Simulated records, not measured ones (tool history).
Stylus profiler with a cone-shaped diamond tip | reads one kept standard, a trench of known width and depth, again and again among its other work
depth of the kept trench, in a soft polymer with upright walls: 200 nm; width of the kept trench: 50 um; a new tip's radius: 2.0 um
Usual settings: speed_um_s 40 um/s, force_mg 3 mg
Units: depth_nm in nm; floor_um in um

run,day,speed_um_s,force_mg,depth_nm,floor_um
1,0,40,3,201.28,48.21
2,2.938,25,3,201.39,48.21
3,5.371,40,1.48,200.99,48.13
4,7.267,39,3,201.4,48.2
5,10.371,40,1.38,200.82,48.13
6,11.688,40,3,201.23,48.14
7,14.542,40,4.09,201.77,48.19
8,16.962,40,4.09,201.73,48.2
9,19.662,40,4.09,201.61,48.2
10,22.388,40,4.09,201.52,48.2
11,24.767,40,4.09,201.87,48.17
12,26.371,40,4.09,201.67,48.22
13,28.6,10,4.09,201.78,48.2
14,31.029,12,6.7,202.5,48.15
15,32.596,109,7.16,202.7,48.11
16,34.925,33,2.19,201,48.15
17,36.412,40,1.01,200.57,48.12
18,39.062,76,1.01,200.55,47.97
19,41.321,25,1.58,200.87,48.17
20,42.983,60,1.45,201.06,48.06
21,44.267,145,8.15,202.7,48.06
22,45.721,145,8.15,202.64,48.04
23,48.254,145,8.15,202.79,48.02
24,49.762,145,8.15,202.68,48.03
25,51.204,145,8.15,202.61,48.05
26,52.679,14,3,201.35,48.16

Taken out of this log: 1 entry between the listed runs. Where each belongs, and how the hidden state differs across it:
Between runs 18 and 19: height scale calibrated on a step standard (day 41.088)
  height scale over the true one, %: -0.012 -> -0.001
